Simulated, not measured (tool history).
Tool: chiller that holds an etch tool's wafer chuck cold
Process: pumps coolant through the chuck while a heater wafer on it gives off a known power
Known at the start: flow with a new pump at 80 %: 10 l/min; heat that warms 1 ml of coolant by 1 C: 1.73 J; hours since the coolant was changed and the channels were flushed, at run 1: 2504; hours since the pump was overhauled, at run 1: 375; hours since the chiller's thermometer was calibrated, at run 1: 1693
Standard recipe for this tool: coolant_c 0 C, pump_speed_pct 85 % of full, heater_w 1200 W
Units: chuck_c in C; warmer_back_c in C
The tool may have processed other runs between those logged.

run   hour  coolant_c  pump_speed_pct  heater_w  hours since the coolant was changed and the channels were flushed  hours since the pump was overhauled  hours since the chiller's thermometer was calibrated  chuck_c  warmer_back_c
  1    0.0          0              85      1200                                                               2504                                  375                                                  1693     15.4           3.92
  2   16.6          0              85      1200                                                               2521                                  392                                                  1710     15.1           3.93
  3   39.6          0              85      1200                                                               2544                                  415                                                  1733     15.1           3.89
  4   70.4          0              85      1005                                                               2575                                  446                                                  1764     12.8           3.27
  5   95.3          0              85      1005                                                               2600                                  471                                                  1788     12.9           3.27
  6  110.6          2              85      1200                                                               2615                                  486                                                  1804     17.2           3.89
  7  125.4          0              85      1200                                                               2630                                  501                                                  1819     15.2           3.96
  8  156.3          0              85      1200                                                               2660                                  532                                                  1849     15.3           3.90
  9  184.1          0              85      1200                                                               2688                                  560                                                  1877     15.3           3.93
 10  207.8         10              85      1200                                                               2712                                  583                                                  1901     25.3           3.92
 11  222.6          3              85      1200                                                               2727                                  598                                                  1916     18.3           3.94
 12  244.5          3              85      1200                                                               2749                                  620                                                  1938     18.2           3.94
 13  272.0          3              85      1200                                                               2776                                  648                                                  1965     18.4           3.94
 14  289.2          0              85      1158                                                               2793                                  665                                                  1982     14.8           3.81
 15  303.6          0              85      1158                                                               2808                                  679                                                  1997     14.9           3.79
 16  323.5          0              85      1158                                                               2828                                  699                                                  2017     14.8           3.78
 17  344.2          0              85      1158                                                               2848                                  720                                                  2037     14.8           3.77
 18  368.3          4              85      1362                                                               2872                                  744                                                  2061     21.3           4.50
 19  389.0          4              85      1362                                                               2893                                  764                                                  2082     21.5           4.49
 20  410.9         10              65      1543                                                               2915                                  786                                                  2104     34.4           6.62
 21  429.3         10              65      1543                                                               2933                                  805                                                  2122     34.4           6.66
 22  454.0          4              97      1043                                                               2958                                  829                                                  2147     16.1           2.97
 23  475.5          0              85       628                                                               2980                                  851                                                  2169      8.0           2.06
 24  497.4         -1              71       628                                                               3002                                  873                                                  2191      8.1           2.45
 25  525.4         -2              85      1200                                                               3030                                  901                                                  2219     13.4           3.91
 26  556.9          5              85      1200                                                               3061                                  932                                                  2250     20.6           3.94
 27  579.0          9              84      1341                                                               3083                                  955                                                  2272     26.4           4.41
 28  596.0         -2              85      1511                                                               3100                                  971                                                  2289     17.5           4.93
 29  624.5         -2              85       863                                                               3129                                 1000                                                  2318      8.9           2.82
 30  642.0         -2              85       863                                                               3146                                 1017                                                  2335      9.0           2.85
 31  671.1         -2              85       863                                                               3175                                 1047                                                  2364      8.9           2.83

Consider 5 possible next runs. They are alternatives, not a sequence: every one starts from the tool as it was left by run 31. What does each give?
  A  693.5          5              62       741                                                               3198                                 1069                                                  2387        ?              ?
  B  693.5          0              91      1183                                                               3198                                 1069                                                  2387        ?              ?
  C  693.5          0              93      1200                                                               3198                                 1069                                                  2387        ?              ?
  D  693.5          3              85       863                                                               3198                                 1069                                                  2387        ?              ?
  E  693.5          0              85      1396                                                               3198                                 1069                                                  2387        ?              ?

run  chuck_c  warmer_back_c
  A     17.0           3.34
  B     14.6           3.64
  C     14.3           3.60
  D     14.3           2.78
  E     18.0           4.55
With the hidden condition removed and each run's random variation left untouched, the same runs would have given:
run  chuck_c  warmer_back_c
  A     16.6           3.32
  B     13.9           3.62
  C     13.7           3.58
  D     13.9           2.77
  E     17.2           4.52

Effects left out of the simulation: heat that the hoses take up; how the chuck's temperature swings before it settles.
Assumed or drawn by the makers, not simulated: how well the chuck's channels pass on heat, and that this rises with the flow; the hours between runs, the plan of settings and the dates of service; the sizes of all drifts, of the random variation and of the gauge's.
